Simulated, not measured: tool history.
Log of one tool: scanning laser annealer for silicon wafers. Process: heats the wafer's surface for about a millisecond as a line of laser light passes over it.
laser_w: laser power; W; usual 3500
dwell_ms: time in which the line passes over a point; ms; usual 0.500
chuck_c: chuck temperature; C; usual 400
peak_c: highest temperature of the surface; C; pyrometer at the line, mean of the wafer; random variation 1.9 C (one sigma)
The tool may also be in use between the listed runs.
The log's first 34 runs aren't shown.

run	day	laser_w	dwell_ms	chuck_c	hours of work since the window was cleaned	hours of work since the power meter was calibrated	hours of work since the optics were aligned	peak_c
35	38.588	2987	0.569	399	232	595	226	1002
36	39.246	2987	0.569	399	242	605	236	999
37	40.671	2987	0.569	399	264	627	258	1000
38	42.033	2987	0.569	399	285	648	279	998
39	43.108	3356	0.500	400	301	665	296	1034
# day 43.558: window over the wafer cleaned
40	44.650	3356	0.500	400	17	687	319	1066
41	45.879	3356	0.500	400	36	706	338	1064
42	47.117	3140	0.404	391	55	726	357	936

3 ways to go on from here, each from the tool as it stands after run 42. What would each give?
A	48.479	3500	0.611	377	76	747	378	?
B	48.479	3473	0.404	391	76	747	378	?
C	48.479	3500	0.448	434	76	747	378	?

run	peak_c
A	1145
B	999
C	1081
Without the tool's hidden state the same runs would have given:
run	peak_c
A	1163
B	1013
C	1096
